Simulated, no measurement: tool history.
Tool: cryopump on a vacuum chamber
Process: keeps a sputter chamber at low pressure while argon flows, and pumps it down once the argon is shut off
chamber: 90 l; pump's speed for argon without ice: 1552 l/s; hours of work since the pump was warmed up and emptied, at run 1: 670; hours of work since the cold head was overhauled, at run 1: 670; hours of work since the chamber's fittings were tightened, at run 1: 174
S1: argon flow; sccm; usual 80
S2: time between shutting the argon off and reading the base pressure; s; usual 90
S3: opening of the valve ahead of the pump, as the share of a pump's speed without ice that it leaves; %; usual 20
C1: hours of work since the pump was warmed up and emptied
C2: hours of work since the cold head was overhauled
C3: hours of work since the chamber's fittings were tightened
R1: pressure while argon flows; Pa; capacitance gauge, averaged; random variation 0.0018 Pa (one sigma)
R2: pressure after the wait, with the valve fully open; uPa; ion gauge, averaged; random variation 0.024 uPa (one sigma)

run 1 hour=0 | S1=80 S2=90 S3=20 | C1=670 C2=670 C3=174 | R1=0.4581 R2=1.07
run 2 hour=20.2 | S1=80 S2=90 S3=20 | C1=685 C2=685 C3=189 | R1=0.4577 R2=1.1
run 3 hour=37.8 | S1=80 S2=90 S3=20 | C1=698 C2=698 C3=202 | R1=0.4576 R2=1.13
run 4 hour=56.2 | S1=80 S2=90 S3=20 | C1=711 C2=711 C3=215 | R1=0.4579 R2=1.13
-- hour=65.4 pump warmed up, emptied and cooled again
run 5 hour=75.7 | S1=80 S2=90 S3=20 | C1=8 C2=722 C3=226 | R1=0.4387 R2=1.03
run 6 hour=99.5 | S1=80 S2=60 S3=20 | C1=25 C2=740 C3=244 | R1=0.4353 R2=1.4
run 7 hour=116.8 | S1=80 S2=60 S3=20 | C1=38 C2=752 C3=256 | R1=0.4393 R2=1.48
run 8 hour=128.7 | S1=80 S2=60 S3=17 | C1=47 C2=761 C3=265 | R1=0.5119 R2=1.47
run 9 hour=143.1 | S1=80 S2=90 S3=16 | C1=58 C2=772 C3=276 | R1=0.5462 R2=1.06
run 10 hour=155.2 | S1=80 S2=90 S3=20 | C1=66 C2=781 C3=285 | R1=0.4385 R2=1.12
run 11 hour=177.6 | S1=80 S2=90 S3=20 | C1=83 C2=797 C3=301 | R1=0.4407 R2=1.14
run 12 hour=192.1 | S1=80 S2=90 S3=20 | C1=94 C2=808 C3=312 | R1=0.4385 R2=1.11
run 13 hour=215.5 | S1=80 S2=90 S3=20 | C1=111 C2=825 C3=329 | R1=0.4431 R2=1.13
run 14 hour=234 | S1=148 S2=90 S3=20 | C1=125 C2=839 C3=343 | R1=0.8119 R2=1.15
run 15 hour=245.1 | S1=80 S2=90 S3=19 | C1=133 C2=847 C3=351 | R1=0.4623 R2=1.13
run 16 hour=260.4 | S1=80 S2=90 S3=19 | C1=144 C2=859 C3=363 | R1=0.4655 R2=1.16
run 17 hour=284 | S1=124 S2=90 S3=20 | C1=162 C2=876 C3=380 | R1=0.6855 R2=1.18
run 18 hour=307 | S1=80 S2=90 S3=20 | C1=179 C2=893 C3=397 | R1=0.4426 R2=1.2
run 19 hour=325.4 | S1=60 S2=29 S3=20 | C1=192 C2=907 C3=411 | R1=0.3308 R2=2.75
run 20 hour=350.6 | S1=80 S2=161 S3=44 | C1=211 C2=925 C3=429 | R1=0.2063 R2=0.91
run 21 hour=374.8 | S1=80 S2=161 S3=44 | C1=229 C2=943 C3=447 | R1=0.2071 R2=0.86
run 22 hour=389.8 | S1=105 S2=37 S3=59 | C1=240 C2=954 C3=458 | R1=0.2053 R2=2.29
run 23 hour=412.9 | S1=114 S2=90 S3=25 | C1=257 C2=971 C3=475 | R1=0.5075 R2=1.25
run 24 hour=425.9 | S1=38 S2=90 S3=34 | C1=267 C2=981 C3=485 | R1=0.1268 R2=1.26
run 25 hour=449.3 | S1=114 S2=41 S3=35 | C1=284 C2=998 C3=502 | R1=0.3704 R2=2.1
run 26 hour=473.7 | S1=80 S2=99 S3=25 | C1=302 C2=1016 C3=520 | R1=0.3608 R2=1.32
run 27 hour=485.7 | S1=39 S2=228 S3=28 | C1=311 C2=1025 C3=529 | R1=0.1582 R2=0.91
run 28 hour=507.6 | S1=39 S2=84 S3=28 | C1=327 C2=1041 C3=545 | R1=0.1578 R2=1.36
run 29 hour=523 | S1=39 S2=84 S3=28 | C1=338 C2=1053 C3=557 | R1=0.1583 R2=1.39
run 30 hour=534.3 | S1=159 S2=42 S3=37 | C1=347 C2=1061 C3=565 | R1=0.4899 R2=2.17
run 31 hour=558.3 | S1=159 S2=42 S3=30 | C1=365 C2=1079 C3=583 | R1=0.6084 R2=2.23
run 32 hour=574.2 | S1=159 S2=100 S3=32 | C1=376 C2=1091 C3=595 | R1=0.564 R2=1.32
run 33 hour=595.4 | S1=140 S2=187 S3=47 | C1=392 C2=1106 C3=610 | R1=0.349 R2=0.98
run 34 hour=614.8 | S1=87 S2=187 S3=22 | C1=406 C2=1121 C3=625 | R1=0.4468 R2=1.04
run 35 hour=638 | S1=37 S2=43 S3=20 | C1=423 C2=1138 C3=642 | R1=0.2088 R2=2.18

Forecast each of these 3 alternatives for the next run:
run A hour=650.6 | S1=160 S2=30 S3=20 | C1=433 C2=1147 C3=651 | R1=? R2=?
run B hour=650.6 | S1=106 S2=90 S3=20 | C1=433 C2=1147 C3=651 | R1=? R2=?
run C hour=650.6 | S1=69 S2=40 S3=36 | C1=433 C2=1147 C3=651 | R1=? R2=?

run=A R1=0.9013 R2=2.83
run=B R1=0.5962 R2=1.39
run=C R1=0.2216 R2=2.29
Without the tool's hidden state the same runs would have given:
run=A R1=0.8709 R2=2.3
run=B R1=0.576 R2=0.87
run=C R1=0.2085 R2=1.77
